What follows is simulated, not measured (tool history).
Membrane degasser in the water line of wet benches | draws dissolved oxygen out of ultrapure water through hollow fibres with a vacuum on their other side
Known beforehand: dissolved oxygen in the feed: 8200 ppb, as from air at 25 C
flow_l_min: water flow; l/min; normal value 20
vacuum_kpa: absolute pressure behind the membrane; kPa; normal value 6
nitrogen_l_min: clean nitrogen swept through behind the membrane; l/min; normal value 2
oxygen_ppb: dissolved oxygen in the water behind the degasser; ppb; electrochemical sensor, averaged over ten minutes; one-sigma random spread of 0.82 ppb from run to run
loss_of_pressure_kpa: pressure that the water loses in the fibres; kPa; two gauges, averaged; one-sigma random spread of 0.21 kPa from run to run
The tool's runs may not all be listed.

run,hour,flow_l_min,vacuum_kpa,nitrogen_l_min,oxygen_ppb,loss_of_pressure_kpa
1,0,20,6,2,86.5,47.31
2,127.3,20,6,2,85.9,47.43
3,262,20,6,2,84.8,47.33
4,339.3,20,6,2.06,86.1,47.21
5,443.1,20,6,2.06,85.5,47.68
6,532.9,20,6,2.06,85.8,47.52
7,647.5,25,6,2.06,109,59.56
8,728.2,20,13.71,2,264,47.74
9,811.8,20,13.71,2,270.9,47.68
10,894.4,20,13.71,2.87,194,47.69
11,1000.5,20,13.71,2.87,197,48.09
12,1144.2,20,13.71,2.87,191.1,48.01
13,1252,20,13.71,2.87,196,48.18
14,1367.5,20,13.71,2.87,193.2,48.17
15,1479.4,20,13.71,2.87,198.2,47.81
16,1578.8,20,13.71,2.87,194.2,48.11
17,1658.9,20,11.47,2,219.1,48.45
18,1752.1,20,11.47,2,218.3,48.86
19,1870.8,16,5.02,1.12,86.7,38.92
20,1989.8,17,6.83,5.2,43.9,41.39
21,2120.8,17,6.83,5.2,44,41.47
22,2234.9,17,6.83,5.2,44.4,41.06
23,2378.5,17,6.83,5.2,43.8,41.75
24,2486,18,4.68,2,55.2,44.18
25,2623.1,21,3.82,2.35,41.8,51.21
26,2706.7,21,12.77,0.89,517.4,51.75
27,2818.5,22,12.77,1.38,381.7,53.73
28,2887.6,26,12.83,2,321.2,63.36
29,2993.5,26,9.33,2,224.8,63.68
30,3114,15,8.44,1.13,188.5,36.97
31,3185.5,15,10.43,4.01,80.3,36.89
32,3275,15,10.24,3.04,100.3,37.04
33,3363,14,6,3.41,41.4,34.81

Not shown here: 1 entry made in the log between runs. Locate each between two listed runs and compare the hidden state at the listed run before it with the hidden state at the listed run after it:
Run 24 -> run 25: seals of the vacuum lines changed (hour 2555)
  membrane still open, %: 96.2 -> 96; true pressure behind the membrane over the reading, kPa: 0.64 -> 0.66; air that leaks in behind the membrane, l/min: 0.0202 -> 0.0033
  what was measured, less what the result would be without the hidden state, oxygen_ppb: +16.9 -> +17.3 ppb; loss_of_pressure_kpa: +1.69 -> +2.05 kPa
